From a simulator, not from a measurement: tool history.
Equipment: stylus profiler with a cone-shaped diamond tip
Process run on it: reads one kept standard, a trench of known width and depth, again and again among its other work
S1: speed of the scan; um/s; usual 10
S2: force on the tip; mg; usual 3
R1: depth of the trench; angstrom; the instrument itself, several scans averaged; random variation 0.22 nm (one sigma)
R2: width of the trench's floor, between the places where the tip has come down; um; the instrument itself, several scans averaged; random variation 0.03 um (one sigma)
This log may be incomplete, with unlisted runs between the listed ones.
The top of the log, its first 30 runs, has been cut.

run	day	S1	S2	R1	R2
31	59.804	35	6.44	10143.6	13.56
32	61.542	39	5.2	10132.5	13.55
33	63.721	4	3.28	10107.2	13.58
# day 64.212: new tip fitted, height scale calibrated
34	65.238	19	2.21	10060.4	15.9
35	67.062	10	4.98	10100.8	15.98
36	69.375	11	3	10074.1	15.91
37	71.508	11	3	10076	15.9
38	72.9	13	2.13	10060.1	15.78
39	74.762	13	2.13	10059	15.8
40	77.371	13	6.84	10125.4	15.82
41	79.121	13	6.84	10126.7	15.79

Below are 4 alternative next runs, each starting from the tool's condition after run 41. Predict each:
A	81.4	13	3.65	?	?
B	81.4	13	1.34	?	?
C	81.4	5	1.69	?	?
D	81.4	8	3.19	?	?

run	R1	R2
A	10082.1	15.72
B	10046.7	15.7
C	10059.2	15.76
D	10075.6	15.75
Without the tool's unlogged condition, the same runs would have read:
run	R1	R2
A	10071.5	15.96
B	10036.1	15.94
C	10048.6	16
D	10065	15.99
